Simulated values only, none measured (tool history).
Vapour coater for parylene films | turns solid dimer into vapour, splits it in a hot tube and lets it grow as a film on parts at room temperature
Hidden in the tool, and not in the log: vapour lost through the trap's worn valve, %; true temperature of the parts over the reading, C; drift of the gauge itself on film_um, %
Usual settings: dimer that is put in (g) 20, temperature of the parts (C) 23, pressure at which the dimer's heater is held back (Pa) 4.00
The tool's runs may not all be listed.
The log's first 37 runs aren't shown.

| run | hour | dimer that is put in (g) | temperature of the parts (C) | pressure at which the dimer's heater is held back (Pa) | hours of work since the trap's valve was overhauled | hours of work since the table's thermometer was calibrated | thickness of the film (um) |
|---|---|---|---|---|---|---|---|
| 38 | 613.4 | 22 | 23 | 3.19 | 548 | 277 | 13.78 |
| 39 | 623.8 | 12 | 16 | 4.00 | 553 | 281 | 9.92 |
| 40 | 636.7 | 12 | 16 | 4.00 | 558 | 286 | 9.96 |
| 41 | 656.7 | 12 | 16 | 4.00 | 566 | 294 | 10.03 |
| 42 | 669.3 | 23 | 22 | 4.95 | 571 | 299 | 13.59 |
| 43 | 687.5 | 20 | 20 | 5.15 | 578 | 307 | 12.86 |
| 44 | 705.3 | 12 | 23 | 11.07 | 585 | 314 | 5.65 |
| 45 | 719.8 | 27 | 23 | 11.07 | 591 | 320 | 12.70 |
| 46 | 732.7 | 24 | 23 | 11.07 | 596 | 325 | 11.35 |
| 47 | 742.5 | 13 | 23 | 2.02 | 600 | 329 | 8.94 |

4 ways to go on from here, each from the tool as it stands after run 47. What would each give?
| A | 757.6 | 35 | 16 | 4.92 | 606 | 335 | ? |
| B | 757.6 | 10 | 29 | 7.06 | 606 | 335 | ? |
| C | 757.6 | 20 | 24 | 4.00 | 606 | 335 | ? |
| D | 757.6 | 13 | 17 | 8.19 | 606 | 335 | ? |

| run | thickness of the film (um) |
|---|---|
| A | 27.50 |
| B | 3.89 |
| C | 11.52 |
| D | 8.76 |
Without the tool's hidden state the same runs would have given:
| run | thickness of the film (um) |
|---|---|
| A | 29.44 |
| B | 4.17 |
| C | 12.33 |
| D | 9.38 |
